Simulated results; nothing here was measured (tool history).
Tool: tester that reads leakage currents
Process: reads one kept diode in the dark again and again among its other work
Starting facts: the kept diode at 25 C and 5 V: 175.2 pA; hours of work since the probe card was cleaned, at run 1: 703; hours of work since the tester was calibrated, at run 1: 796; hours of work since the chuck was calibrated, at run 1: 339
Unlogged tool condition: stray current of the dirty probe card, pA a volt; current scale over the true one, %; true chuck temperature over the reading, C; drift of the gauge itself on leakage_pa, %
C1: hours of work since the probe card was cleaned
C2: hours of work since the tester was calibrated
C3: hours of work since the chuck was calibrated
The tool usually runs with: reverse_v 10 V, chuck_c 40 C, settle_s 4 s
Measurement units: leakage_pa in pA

Run 1, hour 0: usual settings; C1 703; C2 796; C3 339. Result: leakage_pa 964.04 pA.
Run 2, hour 80.3: usual settings; C1 750; C2 843; C3 386. Result: leakage_pa 953.57 pA.
Run 3, hour 157.9: usual settings but settle_s 0.64 s; C1 795; C2 889; C3 432. Result: leakage_pa 960.05 pA.
Run 4, hour 238.8: usual settings but reverse_v 14.9 V; C1 843; C2 936; C3 479. Result: leakage_pa 1168.05 pA.
Run 5, hour 331.8: usual settings but reverse_v 14.9 V, chuck_c 26 C; C1 898; C2 991; C3 534. Result: leakage_pa 337.18 pA.
Run 6, hour 378.7: usual settings but settle_s 0.7 s; C1 925; C2 1019; C3 562. Result: leakage_pa 947.44 pA.
Run 7, hour 432.7: usual settings but settle_s 0.7 s; C1 957; C2 1050; C3 594. Result: leakage_pa 952.05 pA.
Run 8, hour 501.5: usual settings but settle_s 0.7 s; C1 998; C2 1091; C3 634. Result: leakage_pa 944.51 pA.
Run 9, hour 597.2: usual settings but chuck_c 35 C, settle_s 0.7 s; C1 1054; C2 1147; C3 690. Result: leakage_pa 612.27 pA.
At hour 650: chuck's temperature calibrated.
Run 10, hour 670.8: usual settings but settle_s 0.31 s; C1 1096; C2 1189; C3 12. Result: leakage_pa 989.4 pA.
Run 11, hour 755.1: usual settings but chuck_c 59 C; C1 1146; C2 1239; C3 62. Result: leakage_pa 4582.47 pA.
Run 12, hour 861.2: usual settings but chuck_c 59 C; C1 1208; C2 1301; C3 124. Result: leakage_pa 4550.16 pA.
Run 13, hour 931.5: usual settings but chuck_c 49 C; C1 1250; C2 1343; C3 166. Result: leakage_pa 2071.61 pA.
Run 14, hour 980.6: usual settings; C1 1279; C2 1372; C3 195. Result: leakage_pa 976.09 pA.
Run 15, hour 1031.3: usual settings; C1 1308; C2 1402; C3 224. Result: leakage_pa 974.49 pA.
Run 16, hour 1134.2: usual settings but chuck_c 39 C; C1 1369; C2 1462; C3 285. Result: leakage_pa 891.36 pA.
Run 17, hour 1213.3: usual settings but reverse_v 4.4 V; C1 1416; C2 1509; C3 332. Result: leakage_pa 637.1 pA.
At hour 1223.9: tester calibrated.
Run 18, hour 1317.9: usual settings but reverse_v 9.9 V; C1 1476; C2 55; C3 392. Result: leakage_pa 960.57 pA.
Run 19, hour 1395.9: usual settings but chuck_c 59 C, settle_s 0.46 s; C1 1522; C2 101; C3 438. Result: leakage_pa 4474.97 pA.
Run 20, hour 1493: usual settings but chuck_c 59 C, settle_s 0.46 s; C1 1579; C2 158; C3 495. Result: leakage_pa 4488.57 pA.
Run 21, hour 1587.5: usual settings but chuck_c 26 C, settle_s 0.7 s; C1 1635; C2 214; C3 551. Result: leakage_pa 283.91 pA.
At hour 1633.2: tester calibrated, once more.
Run 22, hour 1687.9: usual settings but chuck_c 26 C, settle_s 0.7 s; C1 1693; C2 32; C3 609. Result: leakage_pa 281.09 pA.
Run 23, hour 1801.1: usual settings but reverse_v 1.5 V, chuck_c 26 C, settle_s 0.7 s; C1 1759; C2 99; C3 675. Result: leakage_pa 103.45 pA.
Run 24, hour 1863.1: usual settings but reverse_v 3.6 V, chuck_c 21 C, settle_s 7.68 s; C1 1796; C2 135; C3 712. Result: leakage_pa 102.43 pA.
At hour 1874.7: chuck's temperature calibrated.
Run 25, hour 1951.6: usual settings but reverse_v 4.1 V, chuck_c 23 C, settle_s 2.5 s; C1 1847; C2 186; C3 45. Result: leakage_pa 137.68 pA.
Run 26, hour 2018.8: usual settings but reverse_v 4.1 V, chuck_c 23 C, settle_s 2.5 s; C1 1886; C2 226; C3 85. Result: leakage_pa 137.71 pA.
Run 27, hour 2090.1: usual settings but chuck_c 24 C; C1 1928; C2 268; C3 127. Result: leakage_pa 241.38 pA.
At hour 2139.2: probe card cleaned and baked.
Run 28, hour 2187.3: usual settings but reverse_v 15.9 V, chuck_c 56 C, settle_s 3.19 s; C1 28; C2 323; C3 182. Result: leakage_pa 4526.44 pA.
Run 29, hour 2259.2: usual settings but reverse_v 2.6 V, chuck_c 26 C, settle_s 4.01 s; C1 71; C2 366; C3 225. Result: leakage_pa 136.86 pA.
Run 30, hour 2313.3: usual settings but reverse_v 1 V, chuck_c 23 C; C1 102; C2 397; C3 256. Result: leakage_pa 63.37 pA.
Run 31, hour 2406.1: usual settings but reverse_v 1 V, chuck_c 23 C; C1 157; C2 452; C3 311. Result: leakage_pa 62.79 pA.
Run 32, hour 2494.8: usual settings but reverse_v 16.8 V, chuck_c 28 C; C1 209; C2 504; C3 363. Result: leakage_pa 421.1 pA.
Run 33, hour 2601.2: usual settings but reverse_v 1.9 V, chuck_c 24 C, settle_s 1.07 s; C1 272; C2 567; C3 426. Result: leakage_pa 95.46 pA.

Here are 5 independent what-if runs from the current tool condition. What would each one return?
Run A, hour 2693: usual settings but reverse_v 16.8 V, chuck_c 23 C, settle_s 4.09 s; C1 326; C2 621; C3 480. Result: leakage_pa ?.
Run B, hour 2693: usual settings but reverse_v 9 V, chuck_c 42 C, settle_s 4.61 s; C1 326; C2 621; C3 480. Result: leakage_pa ?.
Run C, hour 2693: usual settings but reverse_v 1.9 V, chuck_c 22 C, settle_s 5.16 s; C1 326; C2 621; C3 480. Result: leakage_pa ?.
Run D, hour 2693: usual settings but chuck_c 36 C, settle_s 1 s; C1 326; C2 621; C3 480. Result: leakage_pa ?.
Run E, hour 2693: usual settings but reverse_v 3.2 V, chuck_c 37 C, settle_s 2.73 s; C1 326; C2 621; C3 480. Result: leakage_pa ?.

run  leakage_pa
  A      262.79
  B     1062.61
  C       78.19
  D      665.55
  E      409.18
Take away the tool's hidden state, keep each run's random variation, and the runs would have read:
run  leakage_pa
  A      267.76
  B     1095.45
  C        80.6
  D      685.63
  E      422.33
